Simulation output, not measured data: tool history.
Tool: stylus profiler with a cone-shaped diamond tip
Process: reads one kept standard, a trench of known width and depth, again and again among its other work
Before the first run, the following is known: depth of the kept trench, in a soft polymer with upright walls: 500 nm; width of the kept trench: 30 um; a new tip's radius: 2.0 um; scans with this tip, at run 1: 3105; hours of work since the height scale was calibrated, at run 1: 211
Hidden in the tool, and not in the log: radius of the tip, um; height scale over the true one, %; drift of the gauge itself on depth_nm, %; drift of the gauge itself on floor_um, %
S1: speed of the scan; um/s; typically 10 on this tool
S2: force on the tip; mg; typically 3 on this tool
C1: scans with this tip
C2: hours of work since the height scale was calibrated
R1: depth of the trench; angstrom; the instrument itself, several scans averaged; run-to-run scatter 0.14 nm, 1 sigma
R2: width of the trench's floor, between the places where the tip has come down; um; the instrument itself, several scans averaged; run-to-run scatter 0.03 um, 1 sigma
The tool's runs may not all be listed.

run,hour,S1,S2,C1,C2,R1,R2
1,0,10,3,3105,211,5092.9,27.24
2,15.7,10,3,3207,218,5094.8,27.16
3,36.4,10,1.13,3340,227,5052,27.15
4,56.7,10,3,3471,236,5095.7,27.16
5,76.2,10,3,3597,245,5094.1,27.15
6,87.9,5,3,3672,250,5094.7,27.15
7,106.2,10,3,3791,258,5091.6,27.13
8,124.9,10,1.02,3911,266,5048.2,27.07
9,140.4,10,2.11,4011,273,5075.2,27.1
10,152.3,10,2.11,4089,278,5076.1,27.11
11,172,10,2.11,4215,287,5078,27.14
12,191.2,10,2.11,4340,295,5078.6,27.17
13,202.2,10,2.11,4410,300,5075.7,27.13
14,214,10,2.85,4487,305,5092.9,27.1
15,223.4,10,2.85,4547,309,5092,27.1
16,235.7,10,1.62,4627,315,5067.9,27.1
17,248,7,3,4706,320,5094.8,27.17
18,270.7,7,3,4853,330,5095,27.17
19,282.5,31,3,4929,335,5096.1,26.96
20,298.6,31,3,5033,342,5094.5,27.03
21,317.8,31,3,5157,351,5099.2,27.01
22,331.1,31,3,5243,356,5098,27
23,343.9,10,3,5325,362,5098.3,27.09
24,358.3,10,3,5418,368,5097.9,27.1
25,372.6,10,3,5511,375,5097.4,27.13
26,384.2,21,1.35,5586,380,5061.2,26.98
27,394.2,21,1.35,5650,384,5058.2,26.97
28,410.1,21,1.32,5753,391,5059.9,26.99
29,427.4,21,1.32,5864,399,5063.1,26.94
30,439.4,19,4.34,5942,404,5124.1,27.08
31,456.2,19,4.34,6050,411,5123.3,26.99
32,467.5,3,1.05,6123,416,5053.4,27.11
33,485.5,8,3.7,6240,424,5111.6,27.13
34,496.5,7,1.69,6310,429,5071.6,27.09
35,511.8,23,3.12,6409,436,5104.1,27.06
36,530.6,5,5.98,6530,444,5151.8,27.07
37,540,7,3.48,6591,448,5106.2,27.05
38,555.1,21,1.13,6689,455,5057.5,26.92
39,572.7,21,1.13,6802,462,5053.9,26.95
40,591.6,10,1.33,6924,471,5065,27.07
41,610.8,10,1.33,7048,479,5060.8,27.08
42,629.2,10,5.07,7167,487,5136.9,27.09
43,638.8,4,1.12,7229,491,5056.3,27.1
44,651,4,1.12,7308,497,5057.5,27.07
45,663.2,4,1.12,7386,502,5057.2,27.11
46,677.4,19,2.34,7478,508,5086.5,26.96

Measured result minus the same run's result without the hidden state. Both carry the same run-to-run variation, though not necessarily the same gauge scatter:
run,R1,R2
1,+4.5,-0.13
2,+4.6,-0.13
3,+4.8,-0.14
4,+5,-0.15
5,+5.3,-0.15
6,+5.4,-0.15
7,+5.5,-0.15
8,+5.8,-0.15
9,+5.9,-0.16
10,+6.1,-0.16
11,+6.3,-0.17
12,+6.5,-0.17
13,+6.6,-0.17
14,+6.8,-0.17
15,+6.9,-0.17
16,+7.1,-0.18
17,+7.2,-0.17
18,+7.4,-0.18
19,+7.6,-0.18
20,+7.7,-0.19
21,+7.9,-0.18
22,+8.1,-0.19
23,+8.2,-0.19
24,+8.3,-0.2
25,+8.5,-0.2
26,+8.6,-0.19
27,+8.7,-0.2
28,+8.8,-0.2
29,+9.1,-0.2
30,+9.3,-0.21
31,+9.4,-0.21
32,+9.4,-0.21
33,+9.8,-0.22
34,+9.8,-0.21
35,+10,-0.22
36,+10.4,-0.22
37,+10.4,-0.23
38,+10.4,-0.22
39,+10.6,-0.22
40,+10.8,-0.23
41,+11,-0.23
42,+11.4,-0.24
43,+11.3,-0.24
44,+11.4,-0.24
45,+11.6,-0.25
46,+11.8,-0.25
